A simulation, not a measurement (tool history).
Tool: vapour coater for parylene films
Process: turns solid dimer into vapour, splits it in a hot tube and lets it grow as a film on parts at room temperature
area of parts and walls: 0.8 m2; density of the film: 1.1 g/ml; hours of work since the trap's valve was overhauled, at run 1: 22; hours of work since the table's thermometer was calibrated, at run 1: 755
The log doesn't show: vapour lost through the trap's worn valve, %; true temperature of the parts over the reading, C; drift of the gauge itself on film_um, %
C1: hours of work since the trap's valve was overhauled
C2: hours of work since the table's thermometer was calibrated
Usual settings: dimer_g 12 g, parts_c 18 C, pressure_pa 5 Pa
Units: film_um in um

Run 1, hour 0: usual settings; C1 22; C2 755. Result: film_um 6.7 um.
Run 2, hour 22.8: usual settings; C1 39; C2 772. Result: film_um 6.76 um.
Run 3, hour 41.6: usual settings; C1 53; C2 785. Result: film_um 6.69 um.
Run 4, hour 68.2: usual settings but pressure_pa 5.17 Pa; C1 72; C2 805. Result: film_um 6.55 um.
Run 5, hour 81.3: usual settings but parts_c 14 C, pressure_pa 5.17 Pa; C1 82; C2 814. Result: film_um 7.44 um.
Run 6, hour 95: usual settings but pressure_pa 2.75 Pa; C1 92; C2 824. Result: film_um 7.26 um.
Run 7, hour 116.5: usual settings but pressure_pa 2.75 Pa; C1 108; C2 840. Result: film_um 7.2 um.
Run 8, hour 129: usual settings but pressure_pa 2.75 Pa; C1 117; C2 849. Result: film_um 7.25 um.
Run 9, hour 142.3: usual settings but pressure_pa 2.75 Pa; C1 127; C2 859. Result: film_um 7.26 um.
Run 10, hour 158.4: usual settings but pressure_pa 2.75 Pa; C1 139; C2 871. Result: film_um 7.27 um.
Run 11, hour 172.3: usual settings; C1 149; C2 881. Result: film_um 6.63 um.
Run 12, hour 187.5: usual settings; C1 160; C2 892. Result: film_um 6.66 um.
Run 13, hour 200.1: usual settings; C1 169; C2 902. Result: film_um 6.6 um.
Run 14, hour 226.9: usual settings; C1 189; C2 921. Result: film_um 6.6 um.
Run 15, hour 240.9: usual settings but parts_c 15 C; C1 199; C2 931. Result: film_um 7.21 um.
Run 16, hour 255.2: usual settings but pressure_pa 8.98 Pa; C1 210; C2 942. Result: film_um 6.05 um.
Run 17, hour 276.1: usual settings but pressure_pa 8.98 Pa; C1 225; C2 957. Result: film_um 6.05 um.
Run 18, hour 295.8: usual settings but pressure_pa 8.98 Pa; C1 239; C2 972. Result: film_um 6.05 um.
Run 19, hour 314.8: usual settings but dimer_g 17 g; C1 253; C2 986. Result: film_um 9.32 um.
Run 20, hour 327.7: usual settings but dimer_g 17 g; C1 263; C2 995. Result: film_um 9.3 um.
Run 21, hour 354.4: usual settings but dimer_g 17 g; C1 282; C2 1015. Result: film_um 9.35 um.
Run 22, hour 377.2: usual settings but dimer_g 17 g; C1 299; C2 1031. Result: film_um 9.34 um.
Run 23, hour 394.1: usual settings but dimer_g 17 g; C1 311; C2 1044. Result: film_um 9.33 um.
Run 24, hour 407.4: usual settings but parts_c 13 C; C1 321; C2 1054. Result: film_um 7.54 um.
Run 25, hour 425.2: usual settings but dimer_g 19 g, parts_c 17 C, pressure_pa 4.47 Pa; C1 334; C2 1067. Result: film_um 10.81 um.
Run 26, hour 449.6: usual settings but dimer_g 19 g, parts_c 17 C, pressure_pa 4.47 Pa; C1 352; C2 1085. Result: film_um 10.83 um.
Run 27, hour 462.2: usual settings but dimer_g 6 g, parts_c 25 C, pressure_pa 6.03 Pa; C1 361; C2 1094. Result: film_um 2.6 um.
Run 28, hour 474.9: usual settings but dimer_g 6 g, parts_c 25 C, pressure_pa 6.03 Pa; C1 371; C2 1103. Result: film_um 2.6 um.
Run 29, hour 498.5: usual settings but parts_c 22 C; C1 388; C2 1120. Result: film_um 5.86 um.
Run 30, hour 514.8: usual settings but pressure_pa 10.63 Pa; C1 400; C2 1132. Result: film_um 5.82 um.
Run 31, hour 531: usual settings but dimer_g 13 g, parts_c 13 C, pressure_pa 10.63 Pa; C1 412; C2 1144. Result: film_um 7.3 um.
Run 32, hour 546.8: usual settings but dimer_g 19 g, pressure_pa 8.27 Pa; C1 424; C2 1156. Result: film_um 9.51 um.
Run 33, hour 574.5: usual settings but dimer_g 9 g, parts_c 11 C; C1 444; C2 1176. Result: film_um 5.92 um.
Run 34, hour 586.3: usual settings but dimer_g 7 g, parts_c 16 C, pressure_pa 7.33 Pa; C1 452; C2 1185. Result: film_um 3.78 um.
Run 35, hour 598.5: usual settings but dimer_g 8 g, parts_c 27 C, pressure_pa 7.33 Pa; C1 461; C2 1194. Result: film_um 3.16 um.
Run 36, hour 612.7: usual settings but dimer_g 8 g, parts_c 27 C, pressure_pa 7.33 Pa; C1 472; C2 1204. Result: film_um 3.19 um.
Run 37, hour 630.3: usual settings but dimer_g 8 g, parts_c 27 C, pressure_pa 7.33 Pa; C1 485; C2 1217. Result: film_um 3.2 um.
Run 38, hour 647.4: usual settings but dimer_g 8 g, parts_c 27 C, pressure_pa 7.33 Pa; C1 497; C2 1230. Result: film_um 3.16 um.
Run 39, hour 668.8: usual settings but dimer_g 13 g, parts_c 27 C, pressure_pa 7.33 Pa; C1 513; C2 1245. Result: film_um 5.14 um.
Run 40, hour 686.2: usual settings but dimer_g 11 g, parts_c 23 C, pressure_pa 6.4 Pa; C1 526; C2 1258. Result: film_um 4.93 um.
Run 41, hour 709.4: usual settings but dimer_g 11 g, parts_c 23 C, pressure_pa 8.02 Pa; C1 543; C2 1275. Result: film_um 4.79 um.
Run 42, hour 736.6: usual settings but dimer_g 11 g, parts_c 23 C, pressure_pa 8.02 Pa; C1 563; C2 1295. Result: film_um 4.82 um.
Run 43, hour 761.3: usual settings but dimer_g 11 g, parts_c 14 C, pressure_pa 2.29 Pa; C1 581; C2 1313. Result: film_um 7.38 um.
Run 44, hour 777.9: usual settings but dimer_g 14 g, parts_c 14 C, pressure_pa 2.29 Pa; C1 593; C2 1325. Result: film_um 9.44 um.
At hour 785.9: trap's valve overhauled.
Run 45, hour 809.4: usual settings but dimer_g 11 g, parts_c 11 C; C1 17; C2 1346. Result: film_um 7.45 um.
Run 46, hour 834: usual settings but dimer_g 5 g, parts_c 11 C, pressure_pa 4.31 Pa; C1 35; C2 1364. Result: film_um 3.49 um.

The same runs without the tool's hidden state, with the same run-to-run variation:
run  film_um
  1     6.69
  2     6.76
  3      6.7
  4     6.56
  5     7.46
  6     7.28
  7     7.23
  8     7.29
  9     7.31
 10     7.32
 11     6.68
 12     6.72
 13     6.67
 14     6.68
 15      7.3
 16     6.13
 17     6.13
 18     6.14
 19     9.47
 20     9.45
 21     9.52
 22     9.53
 23     9.52
 24      7.7
 25    11.05
 26    11.08
 27     2.66
 28     2.67
 29     6.01
 30     5.98
 31      7.5
 32     9.78
 33     6.11
 34      3.9
 35     3.26
 36     3.29
 37     3.31
 38     3.27
 39     5.33
 40     5.12
 41     4.98
 42     5.01
 43     7.69
 44     9.84
 45     7.42
 46     3.48
